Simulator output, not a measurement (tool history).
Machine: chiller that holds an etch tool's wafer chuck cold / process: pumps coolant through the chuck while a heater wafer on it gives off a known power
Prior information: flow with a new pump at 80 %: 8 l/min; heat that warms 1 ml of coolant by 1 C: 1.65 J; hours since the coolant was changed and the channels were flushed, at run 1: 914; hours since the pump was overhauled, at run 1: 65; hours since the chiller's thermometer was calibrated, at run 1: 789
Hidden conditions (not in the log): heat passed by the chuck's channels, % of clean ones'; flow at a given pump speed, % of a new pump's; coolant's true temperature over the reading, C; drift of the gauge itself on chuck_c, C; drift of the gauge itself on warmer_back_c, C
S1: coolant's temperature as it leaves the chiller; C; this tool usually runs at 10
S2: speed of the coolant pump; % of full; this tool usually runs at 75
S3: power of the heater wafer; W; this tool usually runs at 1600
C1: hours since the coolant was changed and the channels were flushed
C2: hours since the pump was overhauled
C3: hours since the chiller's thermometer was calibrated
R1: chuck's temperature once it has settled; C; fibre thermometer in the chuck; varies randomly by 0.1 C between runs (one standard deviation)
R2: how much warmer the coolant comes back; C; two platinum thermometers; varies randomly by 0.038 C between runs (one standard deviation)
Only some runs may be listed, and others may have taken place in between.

{"run": 1, "day": 0.0, "S1": 10, "S2": 75, "S3": 1600, "C1": 914, "C2": 65, "C3": 789, "R1": 24.3, "R2": 7.76}
{"run": 2, "day": 0.8, "S1": 10, "S2": 75, "S3": 1600, "C1": 933, "C2": 84, "C3": 808, "R1": 24, "R2": 7.72}
{"run": 3, "day": 2.662, "S1": 10, "S2": 75, "S3": 1600, "C1": 977, "C2": 128, "C3": 853, "R1": 24.3, "R2": 7.71}
{"run": 4, "day": 4.254, "S1": 10, "S2": 75, "S3": 1600, "C1": 1016, "C2": 167, "C3": 891, "R1": 24.5, "R2": 7.72}
{"run": 5, "day": 5.608, "S1": 10, "S2": 75, "S3": 1600, "C1": 1048, "C2": 199, "C3": 924, "R1": 24.4, "R2": 7.73}
{"run": 6, "day": 6.829, "S1": 12, "S2": 75, "S3": 1600, "C1": 1077, "C2": 228, "C3": 953, "R1": 26.4, "R2": 7.83}
{"run": 7, "day": 8.6, "S1": 12, "S2": 75, "S3": 1600, "C1": 1120, "C2": 271, "C3": 995, "R1": 26.4, "R2": 7.78}
{"run": 8, "day": 10.538, "S1": 12, "S2": 75, "S3": 1600, "C1": 1166, "C2": 317, "C3": 1042, "R1": 26.5, "R2": 7.81}
{"run": 9, "day": 11.412, "S1": 10, "S2": 75, "S3": 1600, "C1": 1187, "C2": 338, "C3": 1063, "R1": 24.3, "R2": 7.78}
{"run": 10, "day": 12.367, "S1": 10, "S2": 75, "S3": 1600, "C1": 1210, "C2": 361, "C3": 1086, "R1": 24.2, "R2": 7.85}
{"run": 11, "day": 14.242, "S1": 10, "S2": 75, "S3": 1600, "C1": 1255, "C2": 406, "C3": 1131, "R1": 24.5, "R2": 7.84}
{"run": 12, "day": 15.071, "S1": 10, "S2": 75, "S3": 1600, "C1": 1275, "C2": 426, "C3": 1151, "R1": 24.3, "R2": 7.88}
{"run": 13, "day": 16.254, "S1": 10, "S2": 75, "S3": 1600, "C1": 1304, "C2": 455, "C3": 1179, "R1": 24.4, "R2": 7.83}
{"run": 14, "day": 17.954, "S1": 10, "S2": 75, "S3": 1600, "C1": 1344, "C2": 495, "C3": 1220, "R1": 24.4, "R2": 7.84}
{"run": 15, "day": 18.879, "S1": 10, "S2": 75, "S3": 1600, "C1": 1367, "C2": 518, "C3": 1242, "R1": 24.5, "R2": 7.82}
{"run": 16, "day": 19.671, "S1": 10, "S2": 75, "S3": 2286, "C1": 1386, "C2": 537, "C3": 1261, "R1": 30.5, "R2": 11.16}
{"run": 17, "day": 20.912, "S1": 10, "S2": 76, "S3": 1061, "C1": 1415, "C2": 566, "C3": 1291, "R1": 19.5, "R2": 5.11}
{"run": 18, "day": 22.021, "S1": 0, "S2": 89, "S3": 909, "C1": 1442, "C2": 593, "C3": 1318, "R1": 7.1, "R2": 3.75}
{"run": 19, "day": 23.35, "S1": 10, "S2": 89, "S3": 2167, "C1": 1474, "C2": 625, "C3": 1350, "R1": 27.4, "R2": 8.92}
{"run": 20, "day": 25.117, "S1": 14, "S2": 94, "S3": 2167, "C1": 1516, "C2": 667, "C3": 1392, "R1": 31, "R2": 8.39}
{"run": 21, "day": 26.917, "S1": 10, "S2": 64, "S3": 944, "C1": 1560, "C2": 711, "C3": 1435, "R1": 19.6, "R2": 5.46}
{"run": 22, "day": 27.9, "S1": 2, "S2": 78, "S3": 944, "C1": 1583, "C2": 734, "C3": 1459, "R1": 10.1, "R2": 4.38}
{"run": 23, "day": 29.446, "S1": 2, "S2": 78, "S3": 1639, "C1": 1620, "C2": 771, "C3": 1496, "R1": 16.5, "R2": 7.75}
{"run": 24, "day": 31.25, "S1": 2, "S2": 78, "S3": 1639, "C1": 1663, "C2": 815, "C3": 1539, "R1": 16.4, "R2": 7.68}
{"run": 25, "day": 32.471, "S1": 2, "S2": 68, "S3": 1639, "C1": 1693, "C2": 844, "C3": 1568, "R1": 17.8, "R2": 9}
{"run": 26, "day": 33.825, "S1": 9, "S2": 75, "S3": 914, "C1": 1725, "C2": 876, "C3": 1601, "R1": 17.3, "R2": 4.56}
{"run": 27, "day": 34.921, "S1": 8, "S2": 75, "S3": 1249, "C1": 1752, "C2": 903, "C3": 1627, "R1": 19.3, "R2": 6.19}
{"run": 28, "day": 36.538, "S1": 8, "S2": 67, "S3": 1036, "C1": 1790, "C2": 941, "C3": 1666, "R1": 18.1, "R2": 5.74}
{"run": 29, "day": 37.925, "S1": 10, "S2": 75, "S3": 2135, "C1": 1824, "C2": 975, "C3": 1699, "R1": 29.4, "R2": 10.59}
{"run": 30, "day": 39.092, "S1": 12, "S2": 61, "S3": 1049, "C1": 1852, "C2": 1003, "C3": 1727, "R1": 22.8, "R2": 6.38}
{"run": 31, "day": 40.25, "S1": 12, "S2": 68, "S3": 1928, "C1": 1880, "C2": 1031, "C3": 1755, "R1": 30.8, "R2": 10.53}

Table of differences, measured result less the result of that run with no hidden state. Run-to-run variation is the same in both. Gauge scatter possibly is not:
run=1 R1=+0.1 R2=+0
run=2 R1=+0 R2=+0
run=3 R1=+0.1 R2=+0.01
run=4 R1=+0.1 R2=+0.01
run=5 R1=+0.1 R2=+0.01
run=6 R1=+0.1 R2=+0.02
run=7 R1=+0.2 R2=+0.02
run=8 R1=+0.2 R2=+0.03
run=9 R1=+0.2 R2=+0.03
run=10 R1=+0.2 R2=+0.04
run=11 R1=+0.2 R2=+0.05
run=12 R1=+0.2 R2=+0.05
run=13 R1=+0.3 R2=+0.05
run=14 R1=+0.2 R2=+0.06
run=15 R1=+0.3 R2=+0.07
run=16 R1=+0.4 R2=+0.1
run=17 R1=+0.1 R2=+0.04
run=18 R1=+0 R2=+0.03
run=19 R1=+0.3 R2=+0.09
run=20 R1=+0.4 R2=+0.09
run=21 R1=+0.1 R2=+0.07
run=22 R1=+0.1 R2=+0.06
run=23 R1=+0.3 R2=+0.1
run=24 R1=+0.3 R2=+0.1
run=25 R1=+0.4 R2=+0.12
run=26 R1=+0.1 R2=+0.07
run=27 R1=+0.3 R2=+0.1
run=28 R1=+0.2 R2=+0.09
run=29 R1=+0.6 R2=+0.17
run=30 R1=+0.2 R2=+0.11
run=31 R1=+0.6 R2=+0.18

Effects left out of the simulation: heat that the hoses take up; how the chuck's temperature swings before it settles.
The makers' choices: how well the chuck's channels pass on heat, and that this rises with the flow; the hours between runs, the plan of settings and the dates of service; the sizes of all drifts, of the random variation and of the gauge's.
